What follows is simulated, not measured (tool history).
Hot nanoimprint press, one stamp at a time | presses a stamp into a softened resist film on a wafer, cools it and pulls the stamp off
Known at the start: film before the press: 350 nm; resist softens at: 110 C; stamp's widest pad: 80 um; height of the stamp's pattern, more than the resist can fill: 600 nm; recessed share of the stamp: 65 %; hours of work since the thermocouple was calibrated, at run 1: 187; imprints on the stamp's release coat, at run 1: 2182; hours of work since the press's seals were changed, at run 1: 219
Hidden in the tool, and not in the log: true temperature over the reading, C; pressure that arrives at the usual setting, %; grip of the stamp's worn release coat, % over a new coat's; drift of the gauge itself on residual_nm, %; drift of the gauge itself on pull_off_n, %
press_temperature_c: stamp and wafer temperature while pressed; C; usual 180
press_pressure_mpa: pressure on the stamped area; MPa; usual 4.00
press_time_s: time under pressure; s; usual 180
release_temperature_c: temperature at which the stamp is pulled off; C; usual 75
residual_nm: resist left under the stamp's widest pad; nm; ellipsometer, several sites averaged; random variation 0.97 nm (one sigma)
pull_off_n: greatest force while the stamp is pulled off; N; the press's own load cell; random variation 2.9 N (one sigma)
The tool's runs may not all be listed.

run   hour  press_temperature_c  press_pressure_mpa  press_time_s  release_temperature_c  hours of work since the thermocouple was calibrated  imprints on the stamp's release coat  hours of work since the press's seals were changed  residual_nm  pull_off_n
  1    0.0                  180                4.00           180                     75                                                  187                                  2182                                                 219        149.5         271
  2   31.7                  180                4.14           180                     75                                                  210                                  2323                                                 242        145.7         278
      61.6  -- stamp cleaned and given a new release coat
  3   62.1                  180                4.14           296                     75                                                  227                                     2                                                 259        119.1         140
  4   79.7                  180                4.14           296                     75                                                  240                                    80                                                 272        119.8         138
  5  111.3                  180                4.00           180                     76                                                  262                                   221                                                 294        149.8         148
  6  139.4                  180                4.00           180                     75                                                  282                                   347                                                 314        150.7         159
  7  166.9                  180                4.00           180                     71                                                  302                                   469                                                 334        150.9         181
  8  192.8                  180                4.00           180                     71                                                  320                                   584                                                 352        151.0         182
  9  226.0                  180                4.00           180                     71                                                  344                                   732                                                 376        152.1         199
 10  253.9                  180                4.00           180                     75                                                  364                                   857                                                 396        151.9         186
 11  271.9                  180                2.72           180                     62                                                  376                                   937                                                 409        178.7         253
 12  294.0                  180                2.72           180                     62                                                  392                                  1036                                                 424        178.2         256
 13  317.3                  175                5.01           180                     75                                                  409                                  1139                                                 441        164.2         207
 14  350.4                  187                4.00           180                     69                                                  432                                  1287                                                 464        120.2         240
 15  365.7                  177                2.74           185                     69                                                  443                                  1355                                                 475        192.7         250
 16  394.7                  177                2.74           221                     64                                                  464                                  1485                                                 496        180.7         295
 17  421.2                  180                3.58           138                     75                                                  483                                  1603                                                 515        177.2         236
 18  439.8                  170                2.45           338                     74                                                  496                                  1685                                                 528        208.7         242
     467.7  -- press's hydraulic seals changed and the load cell set to zero
 19  478.4                  170                2.45           328                     83                                                  517                                  1822                                                   8        206.1         200
 20  499.7                  170                2.45           327                     70                                                  533                                  1917                                                  23        206.0         294

4 ways to go on from here, each from the tool as it stands after run 20. What would each give?
  A  518.1                  180                2.45           327                     80                                                  546                                  1999                                                  36            ?           ?
  B  518.1                  189                2.67           114                     75                                                  546                                  1999                                                  36            ?           ?
  C  518.1                  170                2.45           349                     70                                                  546                                  1999                                                  36            ?           ?
  D  518.1                  180                4.00           180                     64                                                  546                                  1999                                                  36            ?           ?

run  residual_nm  pull_off_n
  A        147.6         227
  B        163.1         268
  C        198.7         303
  D        150.3         329
Without the tool's hidden state the same runs would have given:
run  residual_nm  pull_off_n
  A        141.3         115
  B        157.2         136
  C        190.6         154
  D        143.8         168
